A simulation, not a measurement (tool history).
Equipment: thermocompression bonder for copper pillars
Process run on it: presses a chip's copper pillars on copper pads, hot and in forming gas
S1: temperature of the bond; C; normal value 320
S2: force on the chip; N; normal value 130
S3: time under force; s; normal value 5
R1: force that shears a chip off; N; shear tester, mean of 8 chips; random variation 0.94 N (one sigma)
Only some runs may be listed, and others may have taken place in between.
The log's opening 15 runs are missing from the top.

run,hour,S1,S2,S3,R1
16,180.1,308,130,5,68.3
17,186.3,304,130,5,66.4
18,196.5,320,130,3,66.7
19,206.9,320,130,3,67.0
20,214.8,320,130,3,65.6
21,222.6,320,130,3,67.4
22,230.8,300,139,5,68.2
23,237.8,300,139,5,67.2
24,248.2,327,139,10,107.6
25,255.8,314,92,11,72.3
26,263.0,314,92,11,71.2
27,271.8,314,92,4,50.4
28,279.6,314,92,4,50.4
29,294.1,294,101,13,65.5
# hour 302.3: forming gas filter changed
30,303.5,294,131,4,54.3
31,310.8,314,147,5,82.4
32,319.7,319,78,5,49.5
33,330.3,299,78,7,41.8
34,340.8,320,130,4,72.5
35,349.4,320,130,4,74.2
36,357.3,320,130,4,74.5
37,369.3,334,130,5,90.9
38,379.8,325,98,12,87.6
39,393.0,320,164,3,79.0

Alternative continuations, all from the tool just after run 39; predict every row:
A,404.4,317,119,5,?
B,404.4,304,164,3,?
C,404.4,320,184,3,?
D,404.4,304,124,3,?

run,R1
A,73.3
B,67.3
C,88.5
D,52.2
Stripped of hidden state, with their random variation kept, the same runs would have yielded:
run,R1
A,73.3
B,67.4
C,88.6
D,52.2

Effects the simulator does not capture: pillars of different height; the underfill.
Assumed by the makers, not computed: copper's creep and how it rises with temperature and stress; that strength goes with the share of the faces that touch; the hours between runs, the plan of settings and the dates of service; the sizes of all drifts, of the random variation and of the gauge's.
